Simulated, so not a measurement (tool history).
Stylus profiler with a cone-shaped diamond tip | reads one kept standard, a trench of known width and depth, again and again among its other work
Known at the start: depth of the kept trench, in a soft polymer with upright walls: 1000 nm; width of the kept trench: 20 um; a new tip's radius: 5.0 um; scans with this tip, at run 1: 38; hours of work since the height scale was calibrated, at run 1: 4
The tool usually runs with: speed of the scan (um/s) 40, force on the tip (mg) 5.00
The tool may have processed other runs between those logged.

run,hour,speed of the scan (um/s),force on the tip (mg),scans with this tip,hours of work since the height scale was calibrated,depth of the trench (nm),width of the trench's floor (um)
1,0.0,40,5.00,38,4,1011.32,13.94
2,53.8,40,5.00,357,35,1011.30,13.69
3,103.3,40,5.00,650,64,1011.56,13.38
4,174.5,40,5.00,1071,105,1011.77,13.13
5,245.0,40,5.00,1488,146,1012.31,12.80
6,283.5,32,10.22,1717,169,1018.69,12.65
7,338.2,40,10.00,2040,200,1018.59,12.41
8,375.2,149,1.73,2259,222,1006.62,11.63
9,406.9,80,1.73,2447,240,1006.94,11.81
10,451.0,123,3.07,2708,266,1009.30,11.65

Here are 5 independent what-if runs from the current tool condition. What would each one return?
A,479.9,147,5.00,2879,283,?,?
B,479.9,40,12.36,2879,283,?,?
C,479.9,11,7.12,2879,283,?,?
D,479.9,21,9.46,2879,283,?,?
E,479.9,93,5.00,2879,283,?,?

run,depth of the trench (nm),width of the trench's floor (um)
A,1012.77,11.57
B,1021.33,11.88
C,1015.65,11.95
D,1018.44,11.90
E,1012.44,11.72
Without the tool's hidden state the same runs would have given:
run,depth of the trench (nm),width of the trench's floor (um)
A,1011.22,13.60
B,1019.77,13.91
C,1014.09,13.99
D,1016.87,13.94
E,1010.88,13.75
